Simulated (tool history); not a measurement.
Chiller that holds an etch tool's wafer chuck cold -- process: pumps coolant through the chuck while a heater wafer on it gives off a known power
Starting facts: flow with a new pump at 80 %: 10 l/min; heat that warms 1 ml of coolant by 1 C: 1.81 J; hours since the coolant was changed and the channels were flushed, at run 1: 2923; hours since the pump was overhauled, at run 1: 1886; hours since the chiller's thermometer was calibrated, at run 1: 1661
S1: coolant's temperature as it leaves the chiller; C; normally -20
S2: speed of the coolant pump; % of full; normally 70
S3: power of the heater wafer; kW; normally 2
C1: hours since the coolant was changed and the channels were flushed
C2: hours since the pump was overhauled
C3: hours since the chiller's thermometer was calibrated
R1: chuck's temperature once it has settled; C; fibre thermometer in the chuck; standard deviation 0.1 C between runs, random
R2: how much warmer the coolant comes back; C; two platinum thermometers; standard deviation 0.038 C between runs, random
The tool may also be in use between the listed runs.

run 1 hour=0 | S1=-20 S2=70 S3=2 | C1=2923 C2=1886 C3=1661 | R1=-5.5 R2=7.7
run 2 hour=59 | S1=-20 S2=78 S3=2 | C1=2982 C2=1945 C3=1720 | R1=-6.9 R2=6.81
run 3 hour=131.4 | S1=-20 S2=70 S3=2 | C1=3055 C2=2018 C3=1792 | R1=-5.5 R2=7.71
run 4 hour=168.3 | S1=-20 S2=91 S3=2 | C1=3092 C2=2055 C3=1829 | R1=-8.4 R2=5.71
run 5 hour=239.4 | S1=-20 S2=91 S3=2 | C1=3163 C2=2126 C3=1900 | R1=-8.3 R2=5.71
run 6 hour=322.1 | S1=-20 S2=91 S3=2 | C1=3246 C2=2208 C3=1983 | R1=-8.2 R2=5.57
run 7 hour=383 | S1=-20 S2=91 S3=2 | C1=3306 C2=2269 C3=2044 | R1=-8.3 R2=5.63
run 8 hour=442.1 | S1=-20 S2=91 S3=2 | C1=3366 C2=2328 C3=2103 | R1=-8.1 R2=5.56
-- hour=521.3 coolant changed, channels flushed
run 9 hour=521.3 | S1=-20 S2=91 S3=2 | C1=0 C2=2402 C3=2176 | R1=-8.1 R2=5.52
run 10 hour=562.4 | S1=-19 S2=91 S3=2.585 | C1=41 C2=2443 C3=2217 | R1=-3.8 R2=7.29
run 11 hour=620.5 | S1=-23 S2=65 S3=1.345 | C1=99 C2=2501 C3=2275 | R1=-12.5 R2=5.4
-- hour=637.1 chiller's thermometer calibrated
run 12 hour=686.9 | S1=-11 S2=70 S3=2.596 | C1=165 C2=2566 C3=50 | R1=8 R2=9.79
run 13 hour=731.5 | S1=-11 S2=70 S3=2.596 | C1=209 C2=2611 C3=94 | R1=8 R2=9.87
run 14 hour=788.9 | S1=-11 S2=70 S3=1.421 | C1=267 C2=2668 C3=152 | R1=-0.7 R2=5.19

What will run 15 give?
run 15 hour=849.8 | S1=-27 S2=62 S3=2 | C1=327 C2=2729 C3=213 | R1=? R2=?

R1: -11.1 C
R2: 8.68 C
Take away the tool's hidden state, keep the run-to-run variation as it was, and the same run would have given R1 -11.1 C, R2 8.95 C.
